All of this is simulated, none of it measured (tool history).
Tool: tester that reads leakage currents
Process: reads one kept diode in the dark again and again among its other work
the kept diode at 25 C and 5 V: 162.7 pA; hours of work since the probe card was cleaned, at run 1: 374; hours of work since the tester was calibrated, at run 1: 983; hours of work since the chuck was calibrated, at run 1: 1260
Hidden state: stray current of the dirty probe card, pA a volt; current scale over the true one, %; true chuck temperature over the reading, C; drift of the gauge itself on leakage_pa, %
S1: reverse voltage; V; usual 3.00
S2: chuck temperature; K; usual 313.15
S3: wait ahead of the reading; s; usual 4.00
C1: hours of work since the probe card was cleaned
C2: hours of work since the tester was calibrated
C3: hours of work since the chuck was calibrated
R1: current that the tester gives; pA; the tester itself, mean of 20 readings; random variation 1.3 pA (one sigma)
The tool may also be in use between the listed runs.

| run | hour | S1 | S2 | S3 | C1 | C2 | C3 | R1 |
|---|---|---|---|---|---|---|---|---|
| 1 | 0.0 | 3.00 | 313.15 | 4.00 | 374 | 983 | 1260 | 439.69 |
| 2 | 28.5 | 3.00 | 313.15 | 4.00 | 388 | 998 | 1275 | 442.81 |
| 3 | 59.0 | 3.00 | 313.15 | 4.00 | 403 | 1013 | 1290 | 442.13 |
| 4 | 100.1 | 3.00 | 313.15 | 4.00 | 424 | 1034 | 1311 | 444.79 |
| 5 | 134.7 | 3.00 | 313.15 | 4.00 | 442 | 1051 | 1328 | 442.10 |
|  | 139.3 | probe card cleaned and baked |
| 6 | 168.8 | 3.00 | 313.15 | 4.00 | 15 | 1067 | 1344 | 444.51 |
| 7 | 200.5 | 3.00 | 313.15 | 4.00 | 31 | 1083 | 1360 | 442.26 |
| 8 | 238.3 | 3.00 | 313.15 | 4.00 | 50 | 1102 | 1379 | 443.64 |
| 9 | 278.0 | 3.00 | 318.15 | 4.00 | 70 | 1122 | 1399 | 647.77 |
| 10 | 299.2 | 2.57 | 302.15 | 3.40 | 81 | 1133 | 1410 | 171.90 |
| 11 | 330.4 | 9.17 | 302.15 | 3.40 | 96 | 1148 | 1426 | 333.48 |
| 12 | 348.4 | 9.17 | 302.15 | 3.40 | 106 | 1158 | 1435 | 331.83 |
|  | 361.4 | probe card cleaned and baked, once more |
| 13 | 382.2 | 7.79 | 328.15 | 0.51 | 10 | 1173 | 1450 | 2190.07 |
| 14 | 419.2 | 5.47 | 313.15 | 4.00 | 29 | 1192 | 1469 | 608.77 |
| 15 | 436.2 | 5.47 | 313.15 | 4.00 | 38 | 1200 | 1477 | 609.26 |
| 16 | 468.0 | 5.47 | 313.15 | 4.00 | 54 | 1216 | 1493 | 610.53 |

Forecast each of these 5 alternatives for the next run:
| A | 495.7 | 6.58 | 305.15 | 6.34 | 68 | 1230 | 1507 | ? |
| B | 495.7 | 3.00 | 304.15 | 4.00 | 68 | 1230 | 1507 | ? |
| C | 495.7 | 3.73 | 307.15 | 0.62 | 68 | 1230 | 1507 | ? |
| D | 495.7 | 9.50 | 323.15 | 6.46 | 68 | 1230 | 1507 | ? |
| E | 495.7 | 1.12 | 313.15 | 8.43 | 68 | 1230 | 1507 | ? |

| run | R1 |
|---|---|
| A | 357.49 |
| B | 218.21 |
| C | 312.93 |
| D | 1707.24 |
| E | 266.05 |
Without the tool's hidden state the same runs would have given:
| run | R1 |
|---|---|
| A | 336.35 |
| B | 205.26 |
| C | 294.73 |
| D | 1616.50 |
| E | 251.11 |
